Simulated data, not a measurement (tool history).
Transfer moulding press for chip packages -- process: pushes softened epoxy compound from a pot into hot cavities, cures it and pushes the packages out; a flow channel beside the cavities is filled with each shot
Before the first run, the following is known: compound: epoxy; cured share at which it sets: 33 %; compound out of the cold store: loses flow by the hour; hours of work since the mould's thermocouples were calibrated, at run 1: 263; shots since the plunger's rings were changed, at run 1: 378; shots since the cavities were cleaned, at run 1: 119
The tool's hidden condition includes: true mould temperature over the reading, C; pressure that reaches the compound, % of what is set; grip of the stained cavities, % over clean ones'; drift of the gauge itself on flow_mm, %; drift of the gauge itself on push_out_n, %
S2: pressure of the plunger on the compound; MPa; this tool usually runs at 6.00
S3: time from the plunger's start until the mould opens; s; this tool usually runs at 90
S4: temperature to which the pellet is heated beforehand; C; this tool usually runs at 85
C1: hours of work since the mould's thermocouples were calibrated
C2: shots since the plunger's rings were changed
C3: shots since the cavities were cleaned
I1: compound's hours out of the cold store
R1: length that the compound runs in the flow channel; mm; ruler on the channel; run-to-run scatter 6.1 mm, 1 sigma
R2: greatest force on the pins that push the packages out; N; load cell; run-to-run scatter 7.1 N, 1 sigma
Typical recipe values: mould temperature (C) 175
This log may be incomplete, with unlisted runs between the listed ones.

run 1 hour=0.0 | mould_temperature_(C)=175 S2=6.00 S3=90 S4=85 | C1=263 C2=378 C3=119 | I1=32.0 | R1=894 R2=355
run 2 hour=9.3 | mould_temperature_(C)=175 S2=6.00 S3=90 S4=85 | C1=270 C2=535 C3=276 | I1=31.4 | R1=894 R2=410
-- hour=25.7 cavities cleaned with cleaning compound and waxed
run 3 hour=30.3 | mould_temperature_(C)=176 S2=6.00 S3=90 S4=85 | C1=286 C2=863 C3=77 | I1=28.4 | R1=905 R2=329
run 4 hour=42.0 | mould_temperature_(C)=176 S2=6.00 S3=90 S4=85 | C1=295 C2=1060 C3=274 | I1=42.2 | R1=848 R2=377
run 5 hour=52.8 | mould_temperature_(C)=175 S2=6.00 S3=90 S4=89 | C1=304 C2=1242 C3=456 | I1=33.3 | R1=872 R2=462
-- hour=58.4 cavities cleaned with cleaning compound and waxed
run 6 hour=67.0 | mould_temperature_(C)=175 S2=6.00 S3=90 S4=89 | C1=314 C2=1456 C3=145 | I1=39.7 | R1=847 R2=362
run 7 hour=76.8 | mould_temperature_(C)=173 S2=6.00 S3=90 S4=89 | C1=321 C2=1622 C3=311 | I1=42.5 | R1=841 R2=449
-- hour=91.9 cavities cleaned with cleaning compound and waxed
run 8 hour=97.9 | mould_temperature_(C)=173 S2=6.00 S3=90 S4=89 | C1=337 C2=1951 C3=101 | I1=33.7 | R1=872 R2=396
run 9 hour=114.2 | mould_temperature_(C)=173 S2=6.00 S3=90 S4=89 | C1=350 C2=2226 C3=376 | I1=17.8 | R1=913 R2=497
-- hour=124.6 cavities cleaned with cleaning compound and waxed
run 10 hour=124.6 | mould_temperature_(C)=173 S2=6.00 S3=90 S4=89 | C1=357 C2=2377 C3=0 | I1=19.6 | R1=898 R2=340
run 11 hour=133.0 | mould_temperature_(C)=183 S2=6.00 S3=90 S4=85 | C1=363 C2=2517 C3=140 | I1=47.8 | R1=790 R2=287
run 12 hour=149.2 | mould_temperature_(C)=175 S2=6.00 S3=90 S4=88 | C1=376 C2=2791 C3=414 | I1=37.4 | R1=843 R2=457
-- hour=159.7 plunger's sealing rings changed
-- hour=161.2 cavities cleaned with cleaning compound and waxed
run 13 hour=162.7 | mould_temperature_(C)=175 S2=6.00 S3=90 S4=85 | C1=384 C2=26 C3=26 | I1=12.4 | R1=977 R2=325
run 14 hour=172.7 | mould_temperature_(C)=175 S2=7.26 S3=84 S4=90 | C1=391 C2=194 C3=194 | I1=23.2 | R1=1017 R2=466
run 15 hour=191.4 | mould_temperature_(C)=171 S2=5.88 S3=84 S4=90 | C1=406 C2=509 C3=509 | I1=16.2 | R1=955 R2=746
-- hour=194.0 cavities cleaned with cleaning compound and waxed
run 16 hour=209.8 | mould_temperature_(C)=171 S2=7.34 S3=84 S4=95 | C1=420 C2=794 C3=266 | I1=15.2 | R1=1064 R2=629
-- hour=226.3 cavities cleaned with cleaning compound and waxed
run 17 hour=230.0 | mould_temperature_(C)=171 S2=7.34 S3=84 S4=95 | C1=434 C2=1110 C3=63 | I1=11.2 | R1=1074 R2=514
run 18 hour=242.1 | mould_temperature_(C)=171 S2=7.34 S3=84 S4=95 | C1=444 C2=1313 C3=266 | I1=40.1 | R1=960 R2=586
run 19 hour=254.9 | mould_temperature_(C)=170 S2=6.00 S3=90 S4=88 | C1=454 C2=1528 C3=481 | I1=23.9 | R1=919 R2=698
-- hour=259.1 cavities cleaned with cleaning compound and waxed
run 20 hour=266.9 | mould_temperature_(C)=170 S2=6.00 S3=90 S4=88 | C1=462 C2=1705 C3=131 | I1=46.8 | R1=848 R2=478
run 21 hour=285.4 | mould_temperature_(C)=181 S2=6.00 S3=90 S4=79 | C1=477 C2=2018 C3=444 | I1=15.0 | R1=899 R2=403
-- hour=292.3 cavities cleaned with cleaning compound and waxed
run 22 hour=302.3 | mould_temperature_(C)=181 S2=6.00 S3=90 S4=79 | C1=489 C2=2277 C3=169 | I1=24.9 | R1=871 R2=319
run 23 hour=314.8 | mould_temperature_(C)=179 S2=6.00 S3=101 S4=79 | C1=499 C2=2487 C3=379 | I1=11.8 | R1=916 R2=370
-- hour=325.8 cavities cleaned with cleaning compound and waxed
run 24 hour=326.8 | mould_temperature_(C)=168 S2=5.18 S3=101 S4=79 | C1=507 C2=2665 C3=18 | I1=26.3 | R1=834 R2=407
-- hour=344.5 plunger's sealing rings changed
run 25 hour=348.0 | mould_temperature_(C)=168 S2=5.18 S3=101 S4=79 | C1=522 C2=59 C3=333 | I1=10.4 | R1=933 R2=593

Selected run-to-run steps in R1, each split into two signed amounts: the part the tool would show with no hidden state at all (from settings, incoming material and random variation), and the remainder, which goes to the hidden state together with any gauge scatter not common to the measured and the hidden-state-free results:
Run 12 -> 13: S4 88 -> 85, plunger's sealing rings changed, cavities cleaned with cleaning compound and waxed. R1 +134 mm: hidden state +48, all else +86.
Run 17 -> 18: nothing adjusted, nothing logged. R1 -114 mm: hidden state -2, all else -112.
Run 24 -> 25: plunger's sealing rings changed. R1 +99 mm: hidden state +43, all else +56.
